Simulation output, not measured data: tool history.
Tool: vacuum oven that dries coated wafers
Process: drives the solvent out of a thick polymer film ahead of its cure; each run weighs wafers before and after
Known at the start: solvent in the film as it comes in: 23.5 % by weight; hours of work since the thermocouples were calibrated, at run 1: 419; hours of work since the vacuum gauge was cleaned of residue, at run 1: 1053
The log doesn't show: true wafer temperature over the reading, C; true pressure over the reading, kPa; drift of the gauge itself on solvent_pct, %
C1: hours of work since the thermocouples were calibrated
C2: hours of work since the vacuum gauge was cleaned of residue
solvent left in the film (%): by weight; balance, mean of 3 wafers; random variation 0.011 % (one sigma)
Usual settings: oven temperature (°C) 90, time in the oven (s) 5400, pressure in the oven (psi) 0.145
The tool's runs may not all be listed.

{"run": 1, "hour": 0.0, "oven temperature (°C)": 90, "time in the oven (s)": 5400, "pressure in the oven (psi)": 0.145, "C1": 419, "C2": 1053, "solvent left in the film (%)": 3.35}
{"run": 2, "hour": 38.2, "oven temperature (°C)": 90, "time in the oven (s)": 5400, "pressure in the oven (psi)": 0.145, "C1": 443, "C2": 1077, "solvent left in the film (%)": 3.36}
{"run": 3, "hour": 78.0, "oven temperature (°C)": 90, "time in the oven (s)": 6300, "pressure in the oven (psi)": 0.145, "C1": 468, "C2": 1102, "solvent left in the film (%)": 2.6}
{"run": 4, "hour": 110.1, "oven temperature (°C)": 93, "time in the oven (s)": 5400, "pressure in the oven (psi)": 0.145, "C1": 489, "C2": 1123, "solvent left in the film (%)": 2.61}
{"run": 5, "hour": 153.3, "oven temperature (°C)": 90, "time in the oven (s)": 5400, "pressure in the oven (psi)": 0.276, "C1": 516, "C2": 1150, "solvent left in the film (%)": 3.61}
{"run": 6, "hour": 187.6, "oven temperature (°C)": 90, "time in the oven (s)": 5400, "pressure in the oven (psi)": 0.276, "C1": 538, "C2": 1172, "solvent left in the film (%)": 3.61}
{"run": 7, "hour": 241.9, "oven temperature (°C)": 75, "time in the oven (s)": 5400, "pressure in the oven (psi)": 0.145, "C1": 573, "C2": 1207, "solvent left in the film (%)": 8.25}
{"run": 8, "hour": 295.0, "oven temperature (°C)": 90, "time in the oven (s)": 7380, "pressure in the oven (psi)": 0.145, "C1": 607, "C2": 1241, "solvent left in the film (%)": 1.87}
{"run": 9, "hour": 344.9, "oven temperature (°C)": 77, "time in the oven (s)": 5400, "pressure in the oven (psi)": 0.145, "C1": 639, "C2": 1273, "solvent left in the film (%)": 7.51}
{"run": 10, "hour": 388.1, "oven temperature (°C)": 77, "time in the oven (s)": 5400, "pressure in the oven (psi)": 0.145, "C1": 666, "C2": 1300, "solvent left in the film (%)": 7.49}
{"run": 11, "hour": 419.6, "oven temperature (°C)": 90, "time in the oven (s)": 5400, "pressure in the oven (psi)": 0.145, "C1": 686, "C2": 1320, "solvent left in the film (%)": 3.31}
{"run": 12, "hour": 475.1, "oven temperature (°C)": 84, "time in the oven (s)": 5400, "pressure in the oven (psi)": 0.145, "C1": 722, "C2": 1356, "solvent left in the film (%)": 5.05}
{"run": 13, "hour": 525.4, "oven temperature (°C)": 84, "time in the oven (s)": 5400, "pressure in the oven (psi)": 0.145, "C1": 754, "C2": 1388, "solvent left in the film (%)": 5.06}
{"run": 14, "hour": 584.4, "oven temperature (°C)": 90, "time in the oven (s)": 5400, "pressure in the oven (psi)": 0.145, "C1": 791, "C2": 1425, "solvent left in the film (%)": 3.29}
{"run": 15, "hour": 626.3, "oven temperature (°C)": 90, "time in the oven (s)": 5400, "pressure in the oven (psi)": 0.145, "C1": 818, "C2": 1452, "solvent left in the film (%)": 3.28}
{"run": 16, "hour": 669.4, "oven temperature (°C)": 90, "time in the oven (s)": 5400, "pressure in the oven (psi)": 0.145, "C1": 846, "C2": 1480, "solvent left in the film (%)": 3.27}
{"run": 17, "hour": 698.8, "oven temperature (°C)": 90, "time in the oven (s)": 5400, "pressure in the oven (psi)": 0.145, "C1": 864, "C2": 1498, "solvent left in the film (%)": 3.27}
{"hour": 714.8, "done": "oven's thermocouples calibrated"}
{"run": 18, "hour": 753.3, "oven temperature (°C)": 90, "time in the oven (s)": 5400, "pressure in the oven (psi)": 0.145, "C1": 25, "C2": 1532, "solvent left in the film (%)": 3.42}
{"run": 19, "hour": 783.8, "oven temperature (°C)": 90, "time in the oven (s)": 5400, "pressure in the oven (psi)": 0.145, "C1": 44, "C2": 1551, "solvent left in the film (%)": 3.4}
{"run": 20, "hour": 822.0, "oven temperature (°C)": 90, "time in the oven (s)": 5400, "pressure in the oven (psi)": 0.145, "C1": 68, "C2": 1576, "solvent left in the film (%)": 3.41}
{"run": 21, "hour": 860.0, "oven temperature (°C)": 90, "time in the oven (s)": 5400, "pressure in the oven (psi)": 0.403, "C1": 93, "C2": 1600, "solvent left in the film (%)": 3.9}
{"run": 22, "hour": 919.8, "oven temperature (°C)": 90, "time in the oven (s)": 5400, "pressure in the oven (psi)": 0.103, "C1": 131, "C2": 1638, "solvent left in the film (%)": 3.29}
{"run": 23, "hour": 979.8, "oven temperature (°C)": 90, "time in the oven (s)": 5400, "pressure in the oven (psi)": 0.145, "C1": 169, "C2": 1676, "solvent left in the film (%)": 3.37}
{"run": 24, "hour": 1031.1, "oven temperature (°C)": 97, "time in the oven (s)": 5400, "pressure in the oven (psi)": 0.145, "C1": 202, "C2": 1709, "solvent left in the film (%)": 1.79}
{"run": 25, "hour": 1059.4, "oven temperature (°C)": 90, "time in the oven (s)": 3000, "pressure in the oven (psi)": 0.145, "C1": 220, "C2": 1727, "solvent left in the film (%)": 7.11}
{"run": 26, "hour": 1091.0, "oven temperature (°C)": 90, "time in the oven (s)": 3120, "pressure in the oven (psi)": 0.145, "C1": 240, "C2": 1747, "solvent left in the film (%)": 6.85}
{"run": 27, "hour": 1120.7, "oven temperature (°C)": 90, "time in the oven (s)": 3120, "pressure in the oven (psi)": 0.145, "C1": 259, "C2": 1766, "solvent left in the film (%)": 6.82}
{"run": 28, "hour": 1165.3, "oven temperature (°C)": 90, "time in the oven (s)": 3120, "pressure in the oven (psi)": 0.145, "C1": 287, "C2": 1795, "solvent left in the film (%)": 6.83}
{"run": 29, "hour": 1202.9, "oven temperature (°C)": 90, "time in the oven (s)": 7860, "pressure in the oven (psi)": 0.35, "C1": 311, "C2": 1819, "solvent left in the film (%)": 2.09}
{"run": 30, "hour": 1237.6, "oven temperature (°C)": 86, "time in the oven (s)": 4140, "pressure in the oven (psi)": 0.476, "C1": 333, "C2": 1841, "solvent left in the film (%)": 6.85}
{"run": 31, "hour": 1296.8, "oven temperature (°C)": 86, "time in the oven (s)": 3480, "pressure in the oven (psi)": 0.476, "C1": 371, "C2": 1878, "solvent left in the film (%)": 7.98}
{"run": 32, "hour": 1357.0, "oven temperature (°C)": 86, "time in the oven (s)": 3480, "pressure in the oven (psi)": 0.476, "C1": 410, "C2": 1917, "solvent left in the film (%)": 7.96}
{"run": 33, "hour": 1404.3, "oven temperature (°C)": 97, "time in the oven (s)": 3120, "pressure in the oven (psi)": 0.145, "C1": 440, "C2": 1947, "solvent left in the film (%)": 4.58}
{"run": 34, "hour": 1458.4, "oven temperature (°C)": 97, "time in the oven (s)": 3120, "pressure in the oven (psi)": 0.145, "C1": 474, "C2": 1982, "solvent left in the film (%)": 4.55}
{"run": 35, "hour": 1489.9, "oven temperature (°C)": 97, "time in the oven (s)": 3120, "pressure in the oven (psi)": 0.145, "C1": 494, "C2": 2002, "solvent left in the film (%)": 4.55}
{"run": 36, "hour": 1521.0, "oven temperature (°C)": 90, "time in the oven (s)": 5400, "pressure in the oven (psi)": 0.579, "C1": 514, "C2": 2021, "solvent left in the film (%)": 4.14}
{"run": 37, "hour": 1578.8, "oven temperature (°C)": 90, "time in the oven (s)": 5400, "pressure in the oven (psi)": 0.579, "C1": 551, "C2": 2058, "solvent left in the film (%)": 4.12}
{"run": 38, "hour": 1607.6, "oven temperature (°C)": 98, "time in the oven (s)": 6360, "pressure in the oven (psi)": 0.141, "C1": 569, "C2": 2077, "solvent left in the film (%)": 1.1}
{"run": 39, "hour": 1639.4, "oven temperature (°C)": 84, "time in the oven (s)": 9120, "pressure in the oven (psi)": 0.268, "C1": 590, "C2": 2097, "solvent left in the film (%)": 2.55}
{"run": 40, "hour": 1680.3, "oven temperature (°C)": 84, "time in the oven (s)": 9120, "pressure in the oven (psi)": 0.268, "C1": 616, "C2": 2123, "solvent left in the film (%)": 2.55}
{"run": 41, "hour": 1743.1, "oven temperature (°C)": 84, "time in the oven (s)": 9120, "pressure in the oven (psi)": 0.268, "C1": 656, "C2": 2163, "solvent left in the film (%)": 2.54}
{"run": 42, "hour": 1768.5, "oven temperature (°C)": 90, "time in the oven (s)": 4560, "pressure in the oven (psi)": 0.268, "C1": 672, "C2": 2179, "solvent left in the film (%)": 4.45}
{"run": 43, "hour": 1814.1, "oven temperature (°C)": 90, "time in the oven (s)": 4560, "pressure in the oven (psi)": 0.268, "C1": 701, "C2": 2208, "solvent left in the film (%)": 4.43}
{"run": 44, "hour": 1860.6, "oven temperature (°C)": 90, "time in the oven (s)": 3720, "pressure in the oven (psi)": 0.155, "C1": 731, "C2": 2238, "solvent left in the film (%)": 5.52}
{"run": 45, "hour": 1909.4, "oven temperature (°C)": 87, "time in the oven (s)": 5400, "pressure in the oven (psi)": 0.342, "C1": 762, "C2": 2269, "solvent left in the film (%)": 4.45}
{"run": 46, "hour": 1960.0, "oven temperature (°C)": 82, "time in the oven (s)": 9420, "pressure in the oven (psi)": 0.078, "C1": 794, "C2": 2301, "solvent left in the film (%)": 2.33}

Forecast each of these 4 alternatives for the next run:
{"run": "A", "hour": 1993.2, "oven temperature (°C)": 82, "time in the oven (s)": 6360, "pressure in the oven (psi)": 0.087, "C1": 815, "C2": 2323, "solvent left in the film (%)": "?"}
{"run": "B", "hour": 1993.2, "oven temperature (°C)": 90, "time in the oven (s)": 2880, "pressure in the oven (psi)": 0.145, "C1": 815, "C2": 2323, "solvent left in the film (%)": "?"}
{"run": "C", "hour": 1993.2, "oven temperature (°C)": 82, "time in the oven (s)": 4200, "pressure in the oven (psi)": 0.305, "C1": 815, "C2": 2323, "solvent left in the film (%)": "?"}
{"run": "D", "hour": 1993.2, "oven temperature (°C)": 101, "time in the oven (s)": 6900, "pressure in the oven (psi)": 0.234, "C1": 815, "C2": 2323, "solvent left in the film (%)": "?"}

run=A solvent_left_in_the_film_(%)=4.43
run=B solvent_left_in_the_film_(%)=7.16
run=C solvent_left_in_the_film_(%)=7.63
run=D solvent_left_in_the_film_(%)=0.78
Without the tool's hidden state the same runs would have given:
run=A solvent_left_in_the_film_(%)=4.69
run=B solvent_left_in_the_film_(%)=7.5
run=C solvent_left_in_the_film_(%)=7.97
run=D solvent_left_in_the_film_(%)=0.8
